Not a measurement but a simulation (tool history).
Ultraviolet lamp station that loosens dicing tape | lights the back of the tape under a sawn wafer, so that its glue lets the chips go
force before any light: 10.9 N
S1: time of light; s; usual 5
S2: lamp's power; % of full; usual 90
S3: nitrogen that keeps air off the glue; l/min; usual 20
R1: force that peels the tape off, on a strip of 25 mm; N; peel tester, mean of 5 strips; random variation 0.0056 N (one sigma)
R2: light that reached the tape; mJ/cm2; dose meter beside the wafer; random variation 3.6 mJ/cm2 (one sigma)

Run 1, hour 0.0: usual settings. Result: R1 0.294 N, R2 423 mJ/cm2.
Run 2, hour 16.3: usual settings but S2 84 % of full. Result: R1 0.357 N, R2 393 mJ/cm2.
At hour 21.3: window cleaned of glue's vapour.
Run 3, hour 28.2: usual settings but S2 84 % of full. Result: R1 0.525 N, R2 337 mJ/cm2.
Run 4, hour 41.4: usual settings. Result: R1 0.464 N, R2 361 mJ/cm2.
Run 5, hour 51.7: usual settings. Result: R1 0.455 N, R2 362 mJ/cm2.
Run 6, hour 66.5: usual settings. Result: R1 0.463 N, R2 356 mJ/cm2.
Run 7, hour 86.8: usual settings but S3 23 l/min. Result: R1 0.414 N, R2 353 mJ/cm2.
Run 8, hour 98.1: usual settings but S3 23 l/min. Result: R1 0.423 N, R2 351 mJ/cm2.
At hour 113.3: window cleaned of glue's vapour, once more.
Run 9, hour 116.1: usual settings but S3 23 l/min. Result: R1 0.176 N, R2 498 mJ/cm2.
Run 10, hour 136.1: usual settings but S3 23 l/min. Result: R1 0.182 N, R2 489 mJ/cm2.
Run 11, hour 148.9: usual settings but S3 31 l/min. Result: R1 0.139 N, R2 493 mJ/cm2.
Run 12, hour 163.3: usual settings but S3 31 l/min. Result: R1 0.134 N, R2 488 mJ/cm2.
Run 13, hour 172.6: usual settings but S3 31 l/min. Result: R1 0.134 N, R2 488 mJ/cm2.
Run 14, hour 189.9: usual settings but S3 31 l/min. Result: R1 0.143 N, R2 483 mJ/cm2.
Run 15, hour 204.3: usual settings but S3 31 l/min. Result: R1 0.140 N, R2 476 mJ/cm2.
Run 16, hour 217.2: usual settings. Result: R1 0.218 N, R2 475 mJ/cm2.
Run 17, hour 228.9: usual settings but S1 4 s. Result: R1 0.404 N, R2 377 mJ/cm2.
Run 18, hour 241.9: usual settings but S2 95 % of full. Result: R1 0.184 N, R2 494 mJ/cm2.
Run 19, hour 263.3: usual settings. Result: R1 0.220 N, R2 463 mJ/cm2.
Run 20, hour 283.2: usual settings but S1 3 s. Result: R1 0.930 N, R2 278 mJ/cm2.
Run 21, hour 292.3: usual settings but S1 3 s. Result: R1 0.897 N, R2 276 mJ/cm2.
Run 22, hour 311.1: usual settings but S1 3 s. Result: R1 0.899 N, R2 275 mJ/cm2.
Run 23, hour 324.4: usual settings but S1 7 s. Result: R1 0.118 N, R2 631 mJ/cm2.
Run 24, hour 343.8: usual settings but S2 72 % of full, S3 9 l/min. Result: R1 1.037 N, R2 360 mJ/cm2.
Run 25, hour 358.7: usual settings but S2 72 % of full, S3 9 l/min. Result: R1 1.100 N, R2 358 mJ/cm2.
Run 26, hour 369.4: usual settings but S2 72 % of full, S3 9 l/min. Result: R1 1.107 N, R2 360 mJ/cm2.
Run 27, hour 380.9: usual settings but S2 72 % of full, S3 9 l/min. Result: R1 1.138 N, R2 354 mJ/cm2.
Run 28, hour 400.9: usual settings but S2 79 % of full. Result: R1 0.379 N, R2 381 mJ/cm2.
Run 29, hour 419.6: usual settings but S2 79 % of full. Result: R1 0.377 N, R2 378 mJ/cm2.
Run 30, hour 435.3: usual settings but S1 8 s, S2 62 % of full, S3 11 l/min. Result: R1 0.430 N, R2 479 mJ/cm2.
Run 31, hour 451.8: usual settings but S1 8 s, S2 62 % of full, S3 39 l/min. Result: R1 0.129 N, R2 468 mJ/cm2.
Run 32, hour 465.0: usual settings but S3 30 l/min. Result: R1 0.186 N, R2 426 mJ/cm2.
Run 33, hour 483.3: usual settings but S1 2 s, S3 7 l/min. Result: R1 4.107 N, R2 169 mJ/cm2.
Run 34, hour 499.7: usual settings but S1 2 s, S3 7 l/min. Result: R1 4.199 N, R2 165 mJ/cm2.
Run 35, hour 509.4: usual settings but S1 6 s, S2 81 % of full, S3 32 l/min. Result: R1 0.157 N, R2 446 mJ/cm2.
Run 36, hour 519.3: usual settings but S1 3 s, S2 66 % of full, S3 7 l/min. Result: R1 3.678 N, R2 183 mJ/cm2.
Run 37, hour 534.3: usual settings but S1 3 s, S2 66 % of full, S3 31 l/min. Result: R1 1.498 N, R2 183 mJ/cm2.
Run 38, hour 550.6: usual settings but S1 3 s, S2 89 % of full, S3 34 l/min. Result: R1 0.731 N, R2 243 mJ/cm2.
Run 39, hour 561.1: usual settings but S2 69 % of full, S3 35 l/min. Result: R1 0.388 N, R2 309 mJ/cm2.
Run 40, hour 580.0: usual settings but S1 7 s, S3 10 l/min. Result: R1 0.303 N, R2 557 mJ/cm2.
Run 41, hour 592.7: usual settings but S1 3 s, S2 65 % of full, S3 22 l/min. Result: R1 2.121 N, R2 175 mJ/cm2.
Run 42, hour 603.8: usual settings but S1 3 s, S2 65 % of full, S3 22 l/min. Result: R1 2.117 N, R2 177 mJ/cm2.
Run 43, hour 620.1: usual settings but S1 3 s, S2 65 % of full, S3 22 l/min. Result: R1 2.139 N, R2 172 mJ/cm2.
Run 44, hour 628.8: usual settings but S1 2 s, S3 11 l/min. Result: R1 3.591 N, R2 156 mJ/cm2.

Forecast each of these 3 alternatives for the next run:
Run A, hour 638.9: usual settings but S3 22 l/min. Result: R1 ?, R2 ?.
Run B, hour 638.9: usual settings but S2 91 % of full, S3 27 l/min. Result: R1 ?, R2 ?.
Run C, hour 638.9: usual settings but S1 3 s, S2 68 % of full, S3 28 l/min. Result: R1 ?, R2 ?.

run     R1   R2
  A  0.319  395
  B  0.250  396
  C  1.717  181
Without the tool's hidden state the same runs would have given:
run     R1   R2
  A  0.117  601
  B  0.105  605
  C  0.688  274
